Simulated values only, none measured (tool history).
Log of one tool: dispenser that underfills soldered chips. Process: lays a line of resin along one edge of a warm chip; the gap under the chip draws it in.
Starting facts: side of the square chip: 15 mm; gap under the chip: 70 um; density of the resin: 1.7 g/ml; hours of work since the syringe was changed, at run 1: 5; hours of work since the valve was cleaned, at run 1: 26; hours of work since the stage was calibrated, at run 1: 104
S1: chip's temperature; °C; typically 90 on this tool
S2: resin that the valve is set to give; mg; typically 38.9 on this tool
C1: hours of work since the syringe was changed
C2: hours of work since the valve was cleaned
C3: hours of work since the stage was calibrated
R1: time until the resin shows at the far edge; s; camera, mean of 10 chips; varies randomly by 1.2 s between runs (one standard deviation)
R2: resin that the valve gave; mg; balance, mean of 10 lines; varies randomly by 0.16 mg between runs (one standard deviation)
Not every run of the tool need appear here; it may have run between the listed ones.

run 1 day=0 | S1=90 S2=38.9 | C1=5 C2=26 C3=104 | R1=172.1 R2=38.3
-- day=0.042 new syringe of resin
run 2 day=0.117 | S1=82 S2=38.9 | C1=1 C2=27 C3=105 | R1=159 R2=38.57
run 3 day=0.3 | S1=90 S2=38.9 | C1=4 C2=30 C3=108 | R1=153.2 R2=38.28
-- day=0.433 new syringe of resin
run 4 day=0.512 | S1=90 S2=38.9 | C1=1 C2=33 C3=111 | R1=126.5 R2=38.44
run 5 day=0.692 | S1=90 S2=38.9 | C1=4 C2=36 C3=114 | R1=156 R2=38.27
-- day=0.821 new syringe of resin
run 6 day=0.896 | S1=90 S2=43.5 | C1=1 C2=38 C3=116 | R1=122.9 R2=42.51
run 7 day=1.008 | S1=90 S2=43.5 | C1=3 C2=40 C3=118 | R1=140.2 R2=43.04
run 8 day=1.192 | S1=102 S2=38.9 | C1=5 C2=43 C3=121 | R1=130.6 R2=38.07
-- day=1.217 new syringe of resin
run 9 day=1.304 | S1=102 S2=38.9 | C1=1 C2=44 C3=122 | R1=94.4 R2=37.91
run 10 day=1.492 | S1=90 S2=38.9 | C1=4 C2=47 C3=125 | R1=159.4 R2=38
-- day=1.612 new syringe of resin
run 11 day=1.625 | S1=90 S2=38.9 | C1=0 C2=49 C3=127 | R1=117.2 R2=37.99
run 12 day=1.758 | S1=90 S2=38.9 | C1=2 C2=51 C3=129 | R1=138.2 R2=37.81
run 13 day=1.95 | S1=90 S2=38.9 | C1=5 C2=54 C3=132 | R1=172 R2=37.84
-- day=2 new syringe of resin
run 14 day=2.067 | S1=90 S2=38.9 | C1=1 C2=55 C3=133 | R1=127.5 R2=37.96
run 15 day=2.238 | S1=90 S2=38.9 | C1=3 C2=58 C3=136 | R1=153 R2=37.95
run 16 day=2.325 | S1=90 S2=38.9 | C1=5 C2=59 C3=137 | R1=165.3 R2=37.73
-- day=2.392 new syringe of resin
run 17 day=2.45 | S1=90 S2=38.9 | C1=1 C2=61 C3=139 | R1=125.3 R2=37.79
run 18 day=2.538 | S1=90 S2=38.9 | C1=2 C2=62 C3=140 | R1=139.1 R2=37.93
run 19 day=2.717 | S1=90 S2=38.9 | C1=5 C2=65 C3=143 | R1=168.1 R2=37.68
-- day=2.783 new syringe of resin
run 20 day=2.854 | S1=99 S2=39.9 | C1=1 C2=66 C3=144 | R1=101.1 R2=38.45
run 21 day=3.012 | S1=99 S2=39.4 | C1=3 C2=69 C3=147 | R1=120.7 R2=37.95
run 22 day=3.108 | S1=88 S2=45 | C1=5 C2=70 C3=148 | R1=175.7 R2=43.39
-- day=3.179 new syringe of resin
run 23 day=3.325 | S1=90 S2=49.6 | C1=2 C2=73 C3=151 | R1=136.6 R2=47.99
run 24 day=3.412 | S1=90 S2=49.6 | C1=3 C2=74 C3=153 | R1=147.2 R2=47.86
run 25 day=3.517 | S1=77 S2=48.6 | C1=5 C2=76 C3=154 | R1=241.6 R2=46.79
-- day=3.571 new syringe of resin
run 26 day=3.733 | S1=81 S2=48.6 | C1=2 C2=79 C3=157 | R1=172.5 R2=46.5
run 27 day=3.875 | S1=81 S2=50.2 | C1=4 C2=81 C3=159 | R1=200 R2=48.32
-- day=3.958 new syringe of resin
run 28 day=4.075 | S1=82 S2=46.5 | C1=2 C2=84 C3=162 | R1=163 R2=44.89
run 29 day=4.221 | S1=104 S2=40.4 | C1=4 C2=86 C3=164 | R1=107.5 R2=38.68
-- day=4.354 new syringe of resin
run 30 day=4.412 | S1=81 S2=49.9 | C1=1 C2=89 C3=167 | R1=159.6 R2=48.06
run 31 day=4.575 | S1=89 S2=47.8 | C1=3 C2=91 C3=169 | R1=157.2 R2=45.69
-- day=4.742 new syringe of resin
run 32 day=4.788 | S1=100 S2=47.8 | C1=1 C2=94 C3=172 | R1=92.7 R2=45.52
run 33 day=4.946 | S1=100 S2=47.8 | C1=3 C2=96 C3=175 | R1=108 R2=45.59
run 34 day=5.054 | S1=79 S2=33.7 | C1=5 C2=98 C3=176 | R1=236.1 R2=32.07
-- day=5.133 new syringe of resin
run 35 day=5.183 | S1=103 S2=47.8 | C1=1 C2=100 C3=178 | R1=87.8 R2=45.44

4 ways to go on from here, each from the tool as it stands after run 35. What would each give?
run A day=5.371 | S1=84 S2=35.7 | C1=4 C2=103 C3=181 | R1=? R2=?
run B day=5.371 | S1=88 S2=49.2 | C1=4 C2=103 C3=181 | R1=? R2=?
run C day=5.371 | S1=90 S2=45.8 | C1=4 C2=103 C3=181 | R1=? R2=?
run D day=5.371 | S1=77 S2=39.7 | C1=4 C2=103 C3=181 | R1=? R2=?

run=A R1=185.8 R2=34.38
run=B R1=156.2 R2=46.45
run=C R1=152.8 R2=43.82
run=D R1=222.2 R2=37.57
Take away the tool's hidden state, keep each run's random variation, and the runs would have read:
run=A R1=136.4 R2=36.1
run=B R1=116.2 R2=48.77
run=C R1=113.5 R2=46
run=D R1=164 R2=39.45

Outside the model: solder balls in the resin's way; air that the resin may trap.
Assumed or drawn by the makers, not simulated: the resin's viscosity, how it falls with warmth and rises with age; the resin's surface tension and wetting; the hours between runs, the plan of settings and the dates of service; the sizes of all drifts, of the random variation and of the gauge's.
